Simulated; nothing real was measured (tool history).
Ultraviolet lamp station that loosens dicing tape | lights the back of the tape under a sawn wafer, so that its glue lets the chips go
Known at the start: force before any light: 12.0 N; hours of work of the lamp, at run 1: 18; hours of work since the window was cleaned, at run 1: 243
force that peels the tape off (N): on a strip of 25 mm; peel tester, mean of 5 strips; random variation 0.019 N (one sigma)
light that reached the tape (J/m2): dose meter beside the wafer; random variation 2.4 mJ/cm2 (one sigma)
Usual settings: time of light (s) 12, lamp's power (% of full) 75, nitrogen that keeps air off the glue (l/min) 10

run,day,time of light (s),lamp's power (% of full),nitrogen that keeps air off the glue (l/min),hours of work of the lamp,hours of work since the window was cleaned,force that peels the tape off (N),light that reached the tape (J/m2)
1,0.000,12,75,10,18,243,1.054,2560
2,0.592,12,75,10,25,249,1.061,2550
3,1.471,12,75,10,35,259,1.075,2560
4,2.354,12,75,10,44,269,1.052,2490
5,2.954,12,75,10,51,275,1.064,2490
6,3.858,12,75,18,61,285,0.615,2490

Forecast run 7:
7,4.804,12,75,18,71,296,?,?

{"run 7": {"force that peels the tape off (N)": 0.651, "light that reached the tape (J/m2)": 2460}}
Without the tool's hidden state the same run would have given force that peels the tape off (N) 0.538, light that reached the tape (J/m2) 2640.

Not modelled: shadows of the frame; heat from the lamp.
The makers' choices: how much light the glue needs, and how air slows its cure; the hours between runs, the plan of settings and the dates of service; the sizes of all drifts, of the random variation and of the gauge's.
